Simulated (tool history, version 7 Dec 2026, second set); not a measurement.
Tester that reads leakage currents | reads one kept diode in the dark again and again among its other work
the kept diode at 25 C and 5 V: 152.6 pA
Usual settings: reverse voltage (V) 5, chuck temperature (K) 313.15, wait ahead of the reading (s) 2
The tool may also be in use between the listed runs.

run      day  reverse voltage (V)  chuck temperature (K)  wait ahead of the reading (s)  current that the tester gives (pA)
  1        0                    5                 313.15                              2                              628.04
  2    1.533                    5                 313.15                           8.87                              631.26
  3    3.846                12.23                 313.15                              2                              913.64
  4    6.608                    5                 313.15                              2                              632.67
  5    8.325                    5                 296.15                              2                              132.42
  6   10.912                    5                 317.15                              2                              887.91
  7   14.454                    5                 313.15                              2                              635.98
  8   16.912                    5                 313.15                              2                              633.23
  9   18.979                    5                 313.15                              2                              636.88
 10   21.254                    5                 313.15                              2                              636.36
 11   24.921                    5                 313.15                              2                              636.47
 12   26.821                    5                 313.15                              2                              637.47
 13   28.725                    5                 313.15                              2                              639.36
 14   30.842                 1.63                 313.15                              2                              403.94
 15   34.317                 1.63                 313.15                              2                              405.18
 16   37.862                 1.63                 313.15                              2                              404.57
 17   40.658                 1.63                 313.15                              2                              404.43
 18   43.292                 1.48                 313.15                              2                              388.82
 19   45.862                 1.48                 313.15                              2                              388.07
 20   49.371                 1.48                 313.15                              2                              388.51
 21     52.3                  2.2                 307.15                              2                              270.89
 22   55.721                 1.81                 312.15                           0.47                              391.96
 23   58.642                 1.81                 312.15                           0.47                              392.13
 24    60.65                    5                 324.15                           1.02                             1643.92
 25   63.733                    5                 327.15                              1                             2092.25
 26   66.617                10.19                 313.15                           8.62                              875.98
 27   69.458                    5                 313.15                           1.75                              654.13
 28   72.688                    5                 306.15                           0.76                              351.92
 29   75.612                 12.9                 294.15                           3.79                              175.82
 30   78.033                 12.9                 294.15                           3.79                              177.58
 31   80.675                 12.9                 294.15                           3.79                              179.01
 32   82.196                    5                 297.15                              2                              154.85
 33   85.654                    5                 297.15                              2                              154.42
 34   88.629                    5                 297.15                           1.28                              156.21
 35   91.821                 7.94                 308.15                           0.67                              519.89
 36   93.962                 7.94                 312.15                           2.14                              734.19
 37   96.358                 3.62                 329.15                           5.96                             2183.33
 38   99.204                    5                 313.15                           6.53                              663.16
 39  102.704                    5                 330.15                           0.79                             2704.91

Some steps in current that the tester gives (pA) between neighbouring runs. How much of each would the tool show without its hidden state too (settings, what came in, random variation), and how much is left for the hidden state, with any gauge scatter that isn't in both results?
The hidden state here: stray current of the dirty probe card, pA a volt; current scale over the true one, %; true chuck temperature over the reading, C; drift of the gauge itself on leakage_pa, %.
Run 36 -> 37: reverse voltage (V) 7.94 -> 3.62, chuck temperature (K) 312.15 -> 329.15, wait ahead of the reading (s) 2.14 -> 5.96. current that the tester gives (pA) +1449.14: hidden state +83.75, all else +1365.39.
Run 37 -> 38: reverse voltage (V) 3.62 -> 5, chuck temperature (K) 329.15 -> 313.15, wait ahead of the reading (s) 5.96 -> 6.53. current that the tester gives (pA) -1520.17: hidden state -90.23, all else -1429.94.
Run 38 -> 39: chuck temperature (K) 313.15 -> 330.15, wait ahead of the reading (s) 6.53 -> 0.79. current that the tester gives (pA) +2041.75: hidden state +130.3, all else +1911.45.

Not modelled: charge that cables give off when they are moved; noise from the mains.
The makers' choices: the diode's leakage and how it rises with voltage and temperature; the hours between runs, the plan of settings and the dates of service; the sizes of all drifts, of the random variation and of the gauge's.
